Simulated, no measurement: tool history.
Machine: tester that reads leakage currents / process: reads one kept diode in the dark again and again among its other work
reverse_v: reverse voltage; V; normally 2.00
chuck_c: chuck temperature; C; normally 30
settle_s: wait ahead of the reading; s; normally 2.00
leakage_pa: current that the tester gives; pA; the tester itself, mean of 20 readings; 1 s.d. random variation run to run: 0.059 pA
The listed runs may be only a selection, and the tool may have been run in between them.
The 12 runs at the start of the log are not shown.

run    hour  reverse_v  chuck_c  settle_s  hours of work since the probe card was cleaned  hours of work since the tester was calibrated  hours of work since the chuck was calibrated  leakage_pa
 13   645.7       2.54       30      2.00                                             191                                            812                                          1452       13.13
 14   717.6       2.54       30      2.00                                             223                                            844                                          1484       13.22
 15   773.6       2.54       30      2.00                                             248                                            869                                          1509       13.17
 16   827.2       2.54       30      9.63                                             272                                            893                                          1533       12.92
 17   858.7       2.54       30      9.63                                             286                                            907                                          1547       12.94
 18   895.8       2.54       30      0.91                                             302                                            924                                          1563       13.72
      906.1  -- chuck's temperature calibrated
 19   952.6       2.00       30      1.89                                             327                                            948                                            21       10.82
 20   986.9      13.73       40      2.59                                             342                                            964                                            36       54.39
 21  1042.7       4.90       30      9.47                                             367                                            989                                            61       16.53
 22  1106.2      14.23       32      0.96                                             395                                           1017                                            89       36.66
 23  1175.7       2.72       58      0.80                                             426                                           1048                                           120       77.82
 24  1222.9      15.00       58      2.57                                             448                                           1069                                           141      174.38
 25  1268.2      15.00       58      2.57                                             468                                           1089                                           162      174.38
 26  1324.7      15.00       58      2.57                                             493                                           1115                                           187      174.59
 27  1367.3       2.66       58      1.69                                             512                                           1134                                           206       77.61
 28  1429.6       2.00       38      2.00                                             540                                           1161                                           234       19.11
 29  1487.1       2.36       32      5.39                                             566                                           1187                                           259       13.58
 30  1559.5       2.36       25      5.39                                             598                                           1219                                           292        8.55
 31  1632.5       6.62       21      0.74                                             630                                           1252                                           324       13.79
 32  1668.2       9.01       30      0.47                                             646                                           1268                                           340       29.44
 33  1733.3       9.01       30      0.47                                             675                                           1297                                           369       29.57
 34  1796.8       1.44       30      2.10                                             704                                           1325                                           398        9.57
 35  1854.8       9.79       30      2.10                                             730                                           1351                                           424       26.79
 36  1907.7       9.56       45      1.03                                             753                                           1375                                           447       67.55
 37  1953.0      13.57       28      1.58                                             774                                           1395                                           468       29.95

Each row is a separate what-if for the run after 37, all from the same tool condition, not one after another. Results?
  A  2018.6       7.01       28      8.47                                             803                                           1424                                           497           ?
  B  2018.6       2.66       40      2.39                                             803                                           1424                                           497           ?
  C  2018.6       5.86       25      1.58                                             803                                           1424                                           497           ?

run  leakage_pa
  A       19.35
  B       25.48
  C       15.36
Stripped of hidden state, with their random variation kept, the same runs would have yielded:
run  leakage_pa
  A       16.08
  B       23.83
  C       12.67

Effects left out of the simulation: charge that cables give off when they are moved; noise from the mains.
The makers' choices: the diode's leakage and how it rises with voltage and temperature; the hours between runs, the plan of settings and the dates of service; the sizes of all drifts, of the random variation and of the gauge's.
